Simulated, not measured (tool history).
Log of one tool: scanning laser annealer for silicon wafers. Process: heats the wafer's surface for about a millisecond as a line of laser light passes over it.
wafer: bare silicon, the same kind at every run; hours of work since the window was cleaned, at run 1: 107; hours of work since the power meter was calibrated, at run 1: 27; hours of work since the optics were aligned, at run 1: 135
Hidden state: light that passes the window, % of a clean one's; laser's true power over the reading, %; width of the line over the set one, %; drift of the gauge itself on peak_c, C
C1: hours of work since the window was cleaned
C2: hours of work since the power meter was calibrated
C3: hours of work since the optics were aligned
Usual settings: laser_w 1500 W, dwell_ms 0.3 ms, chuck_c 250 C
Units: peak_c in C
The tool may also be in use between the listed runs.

run 1 hour=0 | laser_w=1500 dwell_ms=0.3 chuck_c=250 | C1=107 C2=27 C3=135 | peak_c=1063
run 2 hour=7.8 | laser_w=1500 dwell_ms=0.3 chuck_c=250 | C1=112 C2=31 C3=139 | peak_c=1062
run 3 hour=16.7 | laser_w=1500 dwell_ms=0.3 chuck_c=237 | C1=117 C2=36 C3=144 | peak_c=1049
run 4 hour=23 | laser_w=1500 dwell_ms=0.345 chuck_c=237 | C1=120 C2=39 C3=148 | peak_c=1101
run 5 hour=29.3 | laser_w=1500 dwell_ms=0.345 chuck_c=237 | C1=124 C2=43 C3=151 | peak_c=1103
run 6 hour=35.6 | laser_w=1500 dwell_ms=0.345 chuck_c=237 | C1=127 C2=46 C3=155 | peak_c=1103
run 7 hour=45 | laser_w=1500 dwell_ms=0.345 chuck_c=237 | C1=132 C2=52 C3=160 | peak_c=1101
run 8 hour=56.2 | laser_w=1500 dwell_ms=0.345 chuck_c=211 | C1=138 C2=58 C3=166 | peak_c=1076
run 9 hour=61.3 | laser_w=1389 dwell_ms=0.3 chuck_c=250 | C1=141 C2=61 C3=169 | peak_c=985
run 10 hour=72.5 | laser_w=1389 dwell_ms=0.3 chuck_c=250 | C1=147 C2=67 C3=175 | peak_c=982
run 11 hour=80.3 | laser_w=1500 dwell_ms=0.3 chuck_c=243 | C1=152 C2=71 C3=179 | peak_c=1057
run 12 hour=88.4 | laser_w=1500 dwell_ms=0.3 chuck_c=243 | C1=156 C2=75 C3=184 | peak_c=1056
run 13 hour=96.3 | laser_w=1500 dwell_ms=0.3 chuck_c=243 | C1=160 C2=80 C3=188 | peak_c=1057
run 14 hour=105.6 | laser_w=1500 dwell_ms=0.3 chuck_c=247 | C1=166 C2=85 C3=193 | peak_c=1062
run 15 hour=115.6 | laser_w=1500 dwell_ms=0.313 chuck_c=247 | C1=171 C2=90 C3=199 | peak_c=1075
run 16 hour=124.4 | laser_w=1647 dwell_ms=0.235 chuck_c=246 | C1=176 C2=95 C3=204 | peak_c=1069
run 17 hour=135.6 | laser_w=1292 dwell_ms=0.367 chuck_c=242 | C1=182 C2=101 C3=210 | peak_c=971
run 18 hour=141.2 | laser_w=1292 dwell_ms=0.367 chuck_c=242 | C1=185 C2=104 C3=213 | peak_c=972
run 19 hour=151.6 | laser_w=1521 dwell_ms=0.3 chuck_c=212 | C1=191 C2=110 C3=219 | peak_c=1038
run 20 hour=157.8 | laser_w=1641 dwell_ms=0.237 chuck_c=250 | C1=194 C2=114 C3=222 | peak_c=1075
run 21 hour=166.8 | laser_w=1500 dwell_ms=0.25 chuck_c=233 | C1=199 C2=119 C3=227 | peak_c=980
run 22 hour=177.2 | laser_w=1500 dwell_ms=0.25 chuck_c=234 | C1=205 C2=124 C3=233 | peak_c=982
run 23 hour=186.5 | laser_w=1638 dwell_ms=0.226 chuck_c=212 | C1=210 C2=129 C3=238 | peak_c=1019

Forecast each of these 5 alternatives for the next run:
run A hour=193.9 | laser_w=1500 dwell_ms=0.302 chuck_c=250 | C1=214 C2=133 C3=242 | peak_c=?
run B hour=193.9 | laser_w=1363 dwell_ms=0.226 chuck_c=212 | C1=214 C2=133 C3=242 | peak_c=?
run C hour=193.9 | laser_w=1320 dwell_ms=0.226 chuck_c=212 | C1=214 C2=133 C3=242 | peak_c=?
run D hour=193.9 | laser_w=1439 dwell_ms=0.226 chuck_c=272 | C1=214 C2=133 C3=242 | peak_c=?
run E hour=193.9 | laser_w=1432 dwell_ms=0.233 chuck_c=249 | C1=214 C2=133 C3=242 | peak_c=?

run=A peak_c=1065
run=B peak_c=837
run=C peak_c=816
run=D peak_c=945
run=E peak_c=932
Without the tool's hidden state the same runs would have given:
run=A peak_c=1066
run=B peak_c=837
run=C peak_c=816
run=D peak_c=945
run=E peak_c=932

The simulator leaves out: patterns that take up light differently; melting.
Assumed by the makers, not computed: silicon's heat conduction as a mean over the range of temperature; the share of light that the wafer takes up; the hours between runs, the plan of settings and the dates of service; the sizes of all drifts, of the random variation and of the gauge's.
